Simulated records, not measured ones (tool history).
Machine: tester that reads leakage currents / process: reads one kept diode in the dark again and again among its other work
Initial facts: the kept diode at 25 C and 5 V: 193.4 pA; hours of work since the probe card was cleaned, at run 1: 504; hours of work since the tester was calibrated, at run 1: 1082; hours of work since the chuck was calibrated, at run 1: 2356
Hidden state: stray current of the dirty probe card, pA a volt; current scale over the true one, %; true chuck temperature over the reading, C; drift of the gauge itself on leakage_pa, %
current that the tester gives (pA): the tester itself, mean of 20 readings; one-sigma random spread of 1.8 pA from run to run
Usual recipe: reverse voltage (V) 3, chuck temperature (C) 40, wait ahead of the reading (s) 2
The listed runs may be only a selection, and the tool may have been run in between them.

run,day,reverse voltage (V),chuck temperature (C),wait ahead of the reading (s),hours of work since the probe card was cleaned,hours of work since the tester was calibrated,hours of work since the chuck was calibrated,current that the tester gives (pA)
1,0,3,40,2,504,1082,2356,574.07
# day 1.058: chuck's temperature calibrated
2,1.812,3,41,2,533,1111,13,658.22
3,4.958,3,41,2,585,1164,65,657.93
4,7.25,3,41,2,624,1202,104,655.66
5,10.317,3,40,0.52,675,1253,155,600.59
6,11.733,3,40,4.11,699,1277,178,600.33
7,14.062,3,40,4.11,738,1316,217,602.75
8,16.404,15.07,40,2,777,1355,257,1047.32
9,19.062,15.07,40,2,821,1399,301,1049
10,21.496,2.92,40,2,862,1440,342,596.5
11,24.708,2.43,40,2,916,1494,395,558.79
12,26.4,2.43,40,2,944,1522,424,556.94
13,29.012,3,40,2,988,1566,467,596.78
14,30.783,2.21,40,2,1017,1595,497,539.62
15,33.346,3,40,2,1060,1638,540,597.71
16,35.188,3,40,2,1091,1669,571,597.81
17,38.192,3,40,2,1141,1719,621,598.69
18,39.933,3,40,2,1170,1748,650,596.18
19,42.896,3,40,0.6,1220,1798,699,597.78
20,44.838,3,40,0.6,1252,1830,732,592.64
21,46.979,17.86,55,6.05,1288,1866,768,3613.55
22,48.521,17.86,55,6.05,1314,1892,793,3626.6
23,51.329,3,40,0.63,1361,1939,840,594.52
24,52.621,7.45,40,2,1382,1960,862,816.73
25,54.192,7.45,40,2,1409,1987,888,816.85
26,56.983,1.16,54,1.88,1455,2033,935,1311.63
27,58.954,1.16,54,1.88,1488,2066,968,1305.79
28,61.525,3.66,21,2.39,1531,2109,1011,118.16
29,62.979,3.37,28,2.68,1555,2134,1035,220.12
30,65.654,3.37,28,2.68,1600,2178,1080,218.5
31,67.158,3,26,1.83,1625,2203,1105,174.8
32,69.842,3,25,1.17,1670,2248,1150,160.67
33,71.171,3,25,1.17,1692,2271,1172,160.17
34,72.917,3,25,1.17,1722,2300,1201,160.11
35,75.467,11.4,25,1.71,1764,2342,1244,255.23
36,76.971,11.4,25,1.71,1789,2367,1269,255.26
37,80.146,11.4,25,1.71,1842,2421,1322,255.54
38,83.171,4.17,41,1.71,1893,2471,1373,716.55
39,85.254,4.17,25,1.71,1928,2506,1408,178.33

Same runs, no hidden state in the tool, same run-to-run variation:
run,current that the tester gives (pA)
1,600.43
2,656.95
3,657.25
4,655.41
5,600.87
6,600.83
7,603.63
8,1048.2
9,1050.66
10,598.73
11,561.4
12,559.87
13,600.3
14,543.15
15,601.95
16,602.36
17,603.78
18,601.54
19,603.68
20,598.79
21,3647.79
22,3662.35
23,601.8
24,826.17
25,826.63
26,1328.94
27,1323.72
28,119.43
29,223.29
30,221.8
31,177.49
32,163.23
33,162.78
34,162.79
35,257.51
36,257.62
37,258.05
38,731.46
39,181.62
